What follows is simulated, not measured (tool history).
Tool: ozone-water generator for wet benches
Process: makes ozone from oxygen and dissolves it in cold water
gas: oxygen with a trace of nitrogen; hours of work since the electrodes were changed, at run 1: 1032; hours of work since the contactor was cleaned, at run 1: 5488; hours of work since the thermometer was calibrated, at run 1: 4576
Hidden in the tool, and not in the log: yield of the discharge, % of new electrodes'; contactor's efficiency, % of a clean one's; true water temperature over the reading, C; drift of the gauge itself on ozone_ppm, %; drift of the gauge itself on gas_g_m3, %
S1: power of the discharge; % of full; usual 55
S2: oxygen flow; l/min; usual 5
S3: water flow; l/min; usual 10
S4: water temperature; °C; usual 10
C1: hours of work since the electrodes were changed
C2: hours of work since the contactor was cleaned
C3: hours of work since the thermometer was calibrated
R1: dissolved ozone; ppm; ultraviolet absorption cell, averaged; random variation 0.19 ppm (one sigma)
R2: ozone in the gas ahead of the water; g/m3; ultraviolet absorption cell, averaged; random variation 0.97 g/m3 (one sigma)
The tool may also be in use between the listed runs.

run	hour	S1	S2	S3	S4	C1	C2	C3	R1	R2
1	0	55	5	10	10	1032	5488	4576	26.3	166.3
2	48.3	55	4.31	10	10	1073	5528	4616	26.2	179.8
3	81.6	55	5	10	15	1100	5556	4644	23.9	168.1
4	136.9	55	5	10	15	1147	5603	4690	23.7	168
5	192.2	55	3.07	10	10	1193	5649	4736	26.4	217.9
6	226.7	55	3.07	10	10	1222	5678	4765	26.5	219.7
7	275.7	55	3.07	10	10	1263	5719	4806	26.6	219.2
8	309.5	55	5	10	8	1291	5747	4835	27.3	169.1
9	333.7	55	5	10	8	1311	5767	4855	27.4	172.5
# hour 369.5: water thermometer calibrated
10	386.6	55	5.76	10	10	1355	5811	14	25.9	160.3
11	428.9	55	5	9	10	1391	5846	50	28.4	170.4
12	468.6	55	5	9	10	1424	5880	83	28.3	173
# hour 472.8: gauge calibrated
13	508.7	55	5	9	10	1457	5913	116	28.2	165.7
14	550.3	55	5	10	15	1492	5948	151	23.6	167.5
15	574.4	55	6.92	12	10	1512	5968	171	22.7	139.5
16	598.5	55	6.92	12	10	1532	5988	192	22.5	142
17	639	55	7.72	10	10	1566	6022	225	24.7	134.6
18	675.6	86	5	14	13	1597	6053	256	25.7	223.2

Forecast each of these 3 alternatives for the next run:
A	720.2	55	4.15	10	5	1634	6090	293	?	?
B	720.2	80	4.71	11	10	1634	6090	293	?	?
C	720.2	86	5	14	9	1634	6090	293	?	?

run	R1	R2
A	28.7	186.9
B	31.4	220.9
C	27.7	220.8
Without the tool's hidden state the same runs would have given:
run	R1	R2
A	28.7	184.1
B	31.4	217.6
C	27.7	217.5
